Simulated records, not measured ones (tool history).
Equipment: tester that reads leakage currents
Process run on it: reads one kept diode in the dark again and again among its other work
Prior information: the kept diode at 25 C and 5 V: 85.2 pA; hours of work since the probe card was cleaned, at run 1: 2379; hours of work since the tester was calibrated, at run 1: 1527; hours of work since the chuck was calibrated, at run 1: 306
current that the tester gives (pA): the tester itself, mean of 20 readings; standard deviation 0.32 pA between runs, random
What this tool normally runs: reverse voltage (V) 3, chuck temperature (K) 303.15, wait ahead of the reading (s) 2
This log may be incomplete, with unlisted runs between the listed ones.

run	hour	reverse voltage (V)	chuck temperature (K)	wait ahead of the reading (s)	hours of work since the probe card was cleaned	hours of work since the tester was calibrated	hours of work since the chuck was calibrated	current that the tester gives (pA)
1	0	3	303.15	2	2379	1527	306	115.03
2	112.6	3	303.15	2	2448	1596	375	116.55
3	237.4	3	303.15	2	2524	1672	451	117.86
4	363.2	2.4	303.15	2	2600	1749	528	107.34
5	504.3	3	303.15	6.87	2686	1835	614	120.89
6	579.3	3	303.15	6.87	2732	1881	660	121.15
7	711.1	3	303.15	2	2813	1961	740	123.26
8	813.2	3	299.15	2	2875	2023	802	91.96
# hour 858.8: probe card cleaned and baked
9	943.3	3	303.15	2	52	2101	880	118.42
# hour 1056.6: chuck's temperature calibrated
10	1079.2	18.48	303.15	2	133	2183	14	277.98
11	1206	18.48	303.15	2	211	2260	91	283.01
12	1293.7	18.48	303.15	2	264	2313	145	285.37
13	1416.4	3	303.15	2	339	2388	219	133.49
14	1553.8	3	303.15	4.93	423	2472	303	135.32
15	1613.8	3	303.15	4.93	459	2509	340	136.8
# hour 1651.8: chuck's temperature calibrated, once more
16	1723.4	3	303.15	4.93	525	2574	44	107.07
17	1824.6	3	303.15	4.93	587	2636	105	107.72
18	1933.7	3	303.15	4.93	653	2703	172	108.59
19	2057.3	3	303.15	4.93	729	2778	247	110.09
20	2159.3	3	331.15	0.34	791	2840	310	856.87
21	2231.4	5.76	323.15	4.58	835	2884	353	654.02
22	2352.9	3.58	306.15	0.6	909	2958	428	154.99
23	2498.8	2.58	306.15	0.84	998	3047	517	136.23
24	2614.4	3	319.15	1.48	1068	3118	587	387.97
25	2736.6	10.43	303.15	2	1143	3192	662	203.42
26	2803.1	2.76	322.15	0.4	1183	3233	702	473.67
27	2938.2	2.27	304.15	6.45	1266	3315	785	115.18
28	3071.7	1.83	316.15	5.17	1347	3397	866	263.43
29	3193.5	1.83	316.15	5.17	1422	3471	940	264.73
# hour 3214.5: chuck's temperature calibrated
30	3277.8	1.86	300.15	4.25	1472	3521	39	71.57
31	3379.2	14.96	303.15	0.87	1534	3583	101	231
32	3497.6	3	319.15	2.82	1606	3655	173	374.43
33	3590.2	18.3	308.15	2	1662	3712	229	373
# hour 3600.5: tester calibrated
34	3666.1	5.47	325.15	0.31	1707	40	274	728.12
35	3773.5	5.47	325.15	0.31	1773	106	340	736.09
36	3836.7	6.95	303.15	2	1811	144	378	165.72
37	3902.8	14.76	303.15	0.65	1852	184	419	238.29

5 options for the next run, each taken on its own from the tool as it stands now. Forecast them:
A	4025.7	3	329.15	2	1927	259	494	?
B	4025.7	10.17	299.15	0.65	1927	259	494	?
C	4025.7	14.76	298.15	5.05	1927	259	494	?
D	4025.7	1.11	328.15	2	1927	259	494	?
E	4025.7	8.11	312.15	0.65	1927	259	494	?

run	current that the tester gives (pA)
A	761.84
B	151.04
C	167.83
D	472.54
E	354.51
What these runs would have given with no unlogged condition in the tool:
run	current that the tester gives (pA)
A	710.04
B	124.85
C	133.55
D	441.34
E	318.11
